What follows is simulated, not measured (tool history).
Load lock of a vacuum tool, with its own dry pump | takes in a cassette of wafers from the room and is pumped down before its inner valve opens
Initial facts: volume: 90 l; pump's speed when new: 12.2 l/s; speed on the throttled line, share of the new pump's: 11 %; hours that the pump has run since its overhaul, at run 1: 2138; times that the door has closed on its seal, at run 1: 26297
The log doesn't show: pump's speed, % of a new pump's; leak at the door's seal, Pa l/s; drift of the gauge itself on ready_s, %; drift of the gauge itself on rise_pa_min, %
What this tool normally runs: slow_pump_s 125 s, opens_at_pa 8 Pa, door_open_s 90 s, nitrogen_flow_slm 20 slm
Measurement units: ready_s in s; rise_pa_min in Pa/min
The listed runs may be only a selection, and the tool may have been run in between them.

run    hour  slow_pump_s  opens_at_pa  door_open_s  nitrogen_flow_slm  hours that the pump has run since its overhaul  times that the door has closed on its seal  incoming humidity of the room's air, %  ready_s  rise_pa_min
  1     0.0          125            8           90                 20                                            2138                                       26297                                    44.6    185.7        0.136
  2   171.9          125            8           90                 20                                            2310                                       27136                                    47.8    186.8        0.149
  3   246.9          125            8           90                 33                                            2385                                       27502                                    47.7    186.1        0.148
  4   358.7          125            8           48                 33                                            2497                                       28048                                    45.0    185.1        0.149
  5   459.8          125            8           48                 33                                            2598                                       28542                                    44.6    185.5        0.152
  6   631.0          125            8           48                 33                                            2769                                       29378                                    45.4    186.3        0.155
  7   727.2          125            8           48                 33                                            2865                                       29848                                    45.3    186.9        0.161
  8   834.0          125            8           48                 33                                            2972                                       30369                                    45.4    186.3        0.159
  9   961.1          125            8           48                 33                                            3099                                       30990                                    40.5    185.0        0.161
 10  1076.6          125            8           48                 33                                            3214                                       31554                                    44.1    187.5        0.175
 11  1252.0          125            8           48                 33                                            3390                                       32410                                    41.0    185.7        0.178
 12  1379.9          125            8           90                 20                                            3518                                       33035                                    45.1    186.1        0.191
 13  1501.9          125            8           90                 20                                            3640                                       33631                                    43.5    187.9        0.194
 14  1644.8          125            8           90                 20                                            3783                                       34328                                    45.2    188.0        0.202
 15  1750.2          125            8          140                 20                                            3888                                       34843                                    45.6    186.3        0.208
 16  1898.3          152            8           68                 20                                            4036                                       35566                                    42.1    211.2        0.201
 17  2061.4          248           10           62                  4                                            4199                                       36363                                    48.3    296.1        0.224
 18  2219.8          209           13          221                 20                                            4358                                       37136                                    46.6    259.1        0.238
 19  2348.6          162            8          195                 20                                            4486                                       37765                                    47.0    221.2        0.240
 20  2499.5          162            8          195                 20                                            4637                                       38502                                    44.7    220.7        0.255
 21  2612.7           67            8           55                 20                                            4750                                       39054                                    46.1    138.1        0.233

Forecast run 22:
 22  2693.6          156            9           32                 20                                            4831                                       39450                                    46.8        ?            ?

Run 22 gave ready_s 215.7 s, rise_pa_min 0.242 Pa/min.
With the hidden condition absent and the run-to-run variation left alone, this run would have shown ready_s 209.0 s, rise_pa_min 0.012 Pa/min.
